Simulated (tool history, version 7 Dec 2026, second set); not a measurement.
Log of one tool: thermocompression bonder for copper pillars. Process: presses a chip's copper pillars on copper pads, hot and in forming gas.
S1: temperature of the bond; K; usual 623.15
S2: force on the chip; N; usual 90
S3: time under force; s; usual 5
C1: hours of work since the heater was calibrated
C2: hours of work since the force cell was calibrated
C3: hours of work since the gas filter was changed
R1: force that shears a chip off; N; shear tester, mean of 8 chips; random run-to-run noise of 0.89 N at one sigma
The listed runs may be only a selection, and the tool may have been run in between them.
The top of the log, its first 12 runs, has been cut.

Run 13, day 34.354: usual settings; C1 71; C2 96; C3 123. Result: R1 67.2 N.
Run 14, day 35.912: usual settings; C1 86; C2 111; C3 138. Result: R1 66.6 N.
At day 37.654: forming gas filter changed.
Run 15, day 37.779: usual settings; C1 104; C2 129; C3 1. Result: R1 73.3 N.
Run 16, day 40.579: usual settings; C1 131; C2 156; C3 28. Result: R1 70.7 N.
Run 17, day 43.004: usual settings but S1 648.15 K; C1 154; C2 180; C3 52. Result: R1 83.3 N.
Run 18, day 44.600: usual settings but S1 648.15 K; C1 170; C2 195; C3 67. Result: R1 81.0 N.
Run 19, day 47.892: usual settings but S1 648.15 K; C1 202; C2 227; C3 99. Result: R1 81.1 N.
Run 20, day 50.188: usual settings but S1 648.15 K; C1 224; C2 249; C3 121. Result: R1 79.2 N.
Run 21, day 52.104: usual settings but S1 599.15 K, S2 100 N, S3 4 s; C1 242; C2 268; C3 140. Result: R1 52.0 N.
At day 53.642: forming gas filter changed.
Run 22, day 53.875: usual settings but S1 599.15 K, S2 100 N, S3 4 s; C1 259; C2 285; C3 2. Result: R1 57.1 N.
Run 23, day 57.600: usual settings but S1 599.15 K, S2 100 N, S3 4 s; C1 295; C2 321; C3 38. Result: R1 55.1 N.
Run 24, day 60.854: usual settings but S1 599.15 K, S2 100 N, S3 4 s; C1 327; C2 352; C3 70. Result: R1 53.4 N.
Run 25, day 64.042: usual settings but S1 599.15 K, S2 100 N, S3 4 s; C1 358; C2 383; C3 101. Result: R1 51.7 N.

Run 26 has not been measured yet. What should we expect?
Run 26, day 67.575: usual settings but S1 603.15 K, S2 100 N, S3 4 s; C1 392; C2 417; C3 135. Result: R1 ?.

Logged for run 26: R1 51.5 N.
With no hidden state in the tool, this same run would have given R1 59.2 N.

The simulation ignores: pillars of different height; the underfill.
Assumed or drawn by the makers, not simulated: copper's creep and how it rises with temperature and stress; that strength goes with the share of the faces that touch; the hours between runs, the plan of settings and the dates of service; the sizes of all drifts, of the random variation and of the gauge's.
